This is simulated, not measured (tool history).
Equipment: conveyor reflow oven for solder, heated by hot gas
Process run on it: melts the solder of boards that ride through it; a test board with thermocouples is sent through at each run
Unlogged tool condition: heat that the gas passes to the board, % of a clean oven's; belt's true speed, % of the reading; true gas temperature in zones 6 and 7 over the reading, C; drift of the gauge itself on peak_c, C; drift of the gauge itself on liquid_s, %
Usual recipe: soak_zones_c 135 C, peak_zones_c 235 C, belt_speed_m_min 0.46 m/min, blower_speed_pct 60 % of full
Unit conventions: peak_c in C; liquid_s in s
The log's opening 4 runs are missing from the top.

run	hour	soak_zones_c	peak_zones_c	belt_speed_m_min	blower_speed_pct	hours of work since the flux was cleaned out	hours of work since the belt drive was overhauled	hours of work since the thermocouples were changed	peak_c	liquid_s
5	34.8	135	236	0.46	60	307	174	39	210.9	59.2
6	41.9	135	236	0.46	60	311	178	43	211.5	59.2
7	47.9	135	235	0.46	60	314	181	46	210.6	58.6
8	54.8	135	235	0.46	60	317	184	49	210.1	59.5
9	63.4	135	235	0.46	60	321	188	53	210.4	58.8
10	70.1	135	235	0.46	60	324	191	56	210.9	59.0
11	75.2	135	235	0.46	60	327	194	59	210.0	58.0
12	84.9	135	235	0.46	60	331	198	63	210.3	58.4
# hour 95.1: flux residue cleaned out of gas plates and filters
13	95.1	135	235	0.46	60	0	201	66	209.6	57.5
14	100.6	135	235	0.46	60	3	203	68	210.6	57.4
15	106.7	135	235	0.46	60	6	206	71	210.2	58.0
16	113.2	135	235	0.46	60	9	209	74	209.6	57.0
17	124.5	135	235	0.46	60	14	215	80	210.2	57.3
18	134.3	135	224	0.46	83	19	220	85	204.7	52.0

Run 19 comes next. What will it give?
# hour 142.5: flux residue cleaned out of gas plates and filters, once more
19	145.6	134	245	0.46	60	1	223	88	?	?

peak_c: 221.9 C
liquid_s: 70.8 s
Had the tool carried no hidden state, the very same run would have given peak_c 221.7 C, liquid_s 70.1 s.
